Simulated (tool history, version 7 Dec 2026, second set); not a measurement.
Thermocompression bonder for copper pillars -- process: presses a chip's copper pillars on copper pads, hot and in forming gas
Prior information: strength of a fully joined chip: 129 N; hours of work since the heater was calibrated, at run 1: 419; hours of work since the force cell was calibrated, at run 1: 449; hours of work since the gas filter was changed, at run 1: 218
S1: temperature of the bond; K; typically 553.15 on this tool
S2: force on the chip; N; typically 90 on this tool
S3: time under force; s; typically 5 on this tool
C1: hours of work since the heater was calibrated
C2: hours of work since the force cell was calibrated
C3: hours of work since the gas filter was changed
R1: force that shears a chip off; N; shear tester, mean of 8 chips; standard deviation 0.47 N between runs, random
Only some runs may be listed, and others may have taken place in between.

run,day,S1,S2,S3,C1,C2,C3,R1
1,0.000,553.15,90,5,419,449,218,58.7
2,0.454,553.15,90,5,425,455,224,59.0
# day 0.696: forming gas filter changed
3,1.058,553.15,76,5,433,463,5,57.6
4,1.433,553.15,90,5,438,468,10,64.1
5,2.158,545.15,90,5,448,478,20,57.0
6,2.567,545.15,90,5,454,483,25,57.7
7,3.075,545.15,90,5,460,490,32,56.9
8,3.875,545.15,90,5,471,501,43,56.9
9,4.546,545.15,90,5,480,510,52,56.7
10,5.233,545.15,90,5,490,519,61,57.1
11,6.033,545.15,90,5,500,530,72,56.2
12,6.467,545.15,90,5,506,536,78,56.7
13,6.871,545.15,90,5,512,541,83,57.0
14,7.638,545.15,90,5,522,552,94,56.5
15,8.408,553.15,90,5,533,562,104,62.5
16,9.033,553.15,90,5,541,571,113,62.2
17,9.712,560.15,90,7,550,580,122,74.8
18,10.300,560.15,90,7,558,588,130,75.7
19,11.046,560.15,90,7,568,598,140,75.6
20,11.425,566.15,104,8,573,603,145,88.2
21,11.775,538.15,104,4,578,608,150,49.7
22,12.346,538.15,104,4,586,615,157,49.9
23,12.779,565.15,90,5,592,621,163,69.8
24,13.188,553.15,90,6,597,627,169,65.8
25,13.754,553.15,90,6,605,634,176,65.1
26,14.121,553.15,90,6,610,639,181,63.8
27,14.633,553.15,90,6,617,646,188,64.9
28,15.346,528.15,131,6,626,656,198,57.3
29,15.712,528.15,131,6,631,661,203,57.5
30,16.338,578.15,73,14,640,669,211,93.1

5 ways to go on from here, each from the tool as it stands after run 30. What would each give?
A,16.929,526.15,63,14,648,677,219,?
B,16.929,549.15,73,14,648,677,219,?
C,16.929,551.15,109,5,648,677,219,?
D,16.929,546.15,99,3,648,677,219,?
E,16.929,553.15,119,9,648,677,219,?

run,R1
A,46.9
B,71.3
C,66.0
D,48.7
E,83.5
Stripped of hidden state, with their random variation kept, the same runs would have yielded:
run,R1
A,48.5
B,74.8
C,69.1
D,50.7
E,88.0

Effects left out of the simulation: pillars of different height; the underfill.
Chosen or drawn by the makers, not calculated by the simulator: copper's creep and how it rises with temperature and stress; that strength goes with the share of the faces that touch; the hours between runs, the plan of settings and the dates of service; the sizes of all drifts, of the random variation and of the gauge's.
